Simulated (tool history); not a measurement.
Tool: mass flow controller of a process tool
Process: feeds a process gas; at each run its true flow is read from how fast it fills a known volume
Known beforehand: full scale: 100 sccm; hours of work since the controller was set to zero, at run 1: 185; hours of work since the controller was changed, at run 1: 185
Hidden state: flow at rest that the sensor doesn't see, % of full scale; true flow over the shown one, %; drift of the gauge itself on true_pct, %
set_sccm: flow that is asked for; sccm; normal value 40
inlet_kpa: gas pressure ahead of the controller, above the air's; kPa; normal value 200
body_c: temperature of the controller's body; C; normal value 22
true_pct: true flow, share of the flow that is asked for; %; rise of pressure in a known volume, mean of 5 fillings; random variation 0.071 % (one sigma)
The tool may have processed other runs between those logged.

run	hour	set_sccm	inlet_kpa	body_c	hours of work since the controller was set to zero	hours of work since the controller was changed	true_pct
1	0.0	40	200	22	185	185	99.79
2	122.0	40	200	22	229	229	99.85
3	196.8	40	200	22	255	255	99.84
4	268.5	40	200	22	281	281	99.84
5	375.5	74	200	22	319	319	100.28
6	440.0	40	200	22	343	343	99.98
7	538.8	29	212	20	378	378	100.14
8	658.0	29	212	20	421	421	100.28
9	740.8	29	212	20	450	450	100.29
10	828.2	62	156	20	482	482	100.61

Estimate the outcome of run 11 from the log above:
11	900.0	56	200	40	507	507	?

{"run 11": {"true_pct": 98.52}}
On a tool with no hidden condition, and with the same random variation, this run would have come out at true_pct 98.13 %.
